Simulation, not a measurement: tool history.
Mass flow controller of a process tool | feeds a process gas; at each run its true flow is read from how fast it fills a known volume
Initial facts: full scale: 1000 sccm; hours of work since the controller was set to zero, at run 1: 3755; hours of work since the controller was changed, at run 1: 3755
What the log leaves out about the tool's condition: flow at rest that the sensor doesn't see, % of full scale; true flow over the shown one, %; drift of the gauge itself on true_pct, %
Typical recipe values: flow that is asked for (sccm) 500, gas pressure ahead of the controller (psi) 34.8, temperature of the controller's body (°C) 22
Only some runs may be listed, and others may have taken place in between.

| run | hour | flow that is asked for (sccm) | gas pressure ahead of the controller (psi) | temperature of the controller's body (°C) | hours of work since the controller was set to zero | hours of work since the controller was changed | true flow (%) |
|---|---|---|---|---|---|---|---|
| 1 | 0.0 | 500 | 34.8 | 22 | 3755 | 3755 | 98.54 |
| 2 | 169.4 | 500 | 34.8 | 22 | 3810 | 3810 | 98.51 |
| 3 | 411.3 | 500 | 34.8 | 22 | 3888 | 3888 | 98.34 |
| 4 | 607.0 | 500 | 34.8 | 22 | 3951 | 3951 | 98.23 |
| 5 | 917.2 | 500 | 34.8 | 22 | 4052 | 4052 | 97.99 |
| 6 | 1104.4 | 500 | 34.8 | 22 | 4112 | 4112 | 97.96 |
| 7 | 1360.0 | 500 | 34.8 | 22 | 4195 | 4195 | 97.87 |
| 8 | 1552.5 | 500 | 34.8 | 22 | 4257 | 4257 | 97.81 |
| 9 | 1758.5 | 500 | 34.8 | 22 | 4323 | 4323 | 97.78 |
| 10 | 2024.4 | 500 | 34.8 | 22 | 4409 | 4409 | 97.69 |
| 11 | 2323.0 | 815 | 34.8 | 22 | 4506 | 4506 | 98.58 |
| 12 | 2466.5 | 815 | 34.8 | 35 | 4552 | 4552 | 97.46 |
| 13 | 2654.3 | 815 | 34.8 | 35 | 4613 | 4613 | 97.27 |
| 14 | 2917.2 | 815 | 34.8 | 35 | 4698 | 4698 | 97.19 |
| 15 | 3083.4 | 500 | 34.8 | 31 | 4751 | 4751 | 96.53 |
| 16 | 3392.3 | 174 | 34.8 | 31 | 4851 | 4851 | 95.34 |
| 17 | 3711.1 | 500 | 34.8 | 20 | 4954 | 4954 | 97.09 |
| 18 | 3929.4 | 984 | 34.8 | 22 | 5025 | 5025 | 98.30 |
| 19 | 4174.6 | 984 | 34.8 | 29 | 5104 | 5104 | 97.59 |
| 20 | 4494.1 | 500 | 34.8 | 22 | 5207 | 5207 | 96.52 |
| 21 | 4622.5 | 500 | 34.8 | 22 | 5248 | 5248 | 96.44 |
| 22 | 4938.1 | 500 | 34.8 | 22 | 5350 | 5350 | 96.36 |
| 23 | 5078.1 | 500 | 34.8 | 36 | 5396 | 5396 | 95.20 |
|  | 5133.6 | gauge calibrated |
| 24 | 5262.8 | 338 | 34.8 | 36 | 5455 | 5455 | 96.84 |
| 25 | 5479.6 | 338 | 34.8 | 36 | 5525 | 5525 | 96.86 |
| 26 | 5665.7 | 338 | 34.8 | 36 | 5585 | 5585 | 96.74 |
| 27 | 5892.5 | 338 | 32.5 | 22 | 5659 | 5659 | 97.75 |
| 28 | 6110.6 | 430 | 32.5 | 23 | 5729 | 5729 | 97.83 |
| 29 | 6359.4 | 500 | 31.6 | 26 | 5809 | 5809 | 97.75 |
| 30 | 6513.6 | 142 | 22.0 | 33 | 5859 | 5859 | 96.23 |
| 31 | 6833.6 | 142 | 22.0 | 33 | 5963 | 5963 | 96.23 |
| 32 | 6973.0 | 714 | 22.0 | 31 | 6008 | 6008 | 98.05 |
| 33 | 7141.2 | 500 | 34.8 | 37 | 6062 | 6062 | 96.53 |
| 34 | 7416.5 | 500 | 34.8 | 37 | 6151 | 6151 | 96.33 |
| 35 | 7694.1 | 500 | 34.8 | 37 | 6241 | 6241 | 96.14 |
| 36 | 7828.2 | 194 | 34.8 | 22 | 6284 | 6284 | 96.42 |
| 37 | 8001.9 | 140 | 35.8 | 22 | 6340 | 6340 | 96.10 |
|  | 8220.8 | controller exchanged for a calibrated one |
| 38 | 8302.6 | 140 | 37.4 | 22 | 26 | 26 | 95.89 |
| 39 | 8435.4 | 212 | 34.8 | 22 | 69 | 69 | 96.19 |
| 40 | 8617.5 | 174 | 26.3 | 38 | 128 | 128 | 94.96 |
| 41 | 8860.3 | 174 | 26.3 | 38 | 207 | 207 | 94.91 |
| 42 | 9091.1 | 315 | 34.8 | 22 | 281 | 281 | 96.24 |
| 43 | 9306.3 | 459 | 26.3 | 23 | 351 | 351 | 96.73 |
| 44 | 9575.5 | 459 | 26.3 | 23 | 438 | 438 | 96.66 |
| 45 | 9879.4 | 459 | 26.3 | 33 | 536 | 536 | 95.68 |

Consider 5 possible next runs. They are alternatives, not a sequence: every one starts from the tool as it was left by run 45. What does each give?
| A | 10169.9 | 459 | 26.3 | 32 | 630 | 630 | ? |
| B | 10169.9 | 163 | 25.1 | 22 | 630 | 630 | ? |
| C | 10169.9 | 500 | 38.0 | 22 | 630 | 630 | ? |
| D | 10169.9 | 459 | 34.4 | 27 | 630 | 630 | ? |
| E | 10169.9 | 182 | 26.3 | 21 | 630 | 630 | ? |

| run | true flow (%) |
|---|---|
| A | 95.56 |
| B | 95.43 |
| C | 96.13 |
| D | 95.87 |
| E | 95.64 |
Without the tool's unlogged condition, the same runs would have read:
| run | true flow (%) |
|---|---|
| A | 97.76 |
| B | 97.63 |
| C | 98.34 |
| D | 98.07 |
| E | 97.85 |

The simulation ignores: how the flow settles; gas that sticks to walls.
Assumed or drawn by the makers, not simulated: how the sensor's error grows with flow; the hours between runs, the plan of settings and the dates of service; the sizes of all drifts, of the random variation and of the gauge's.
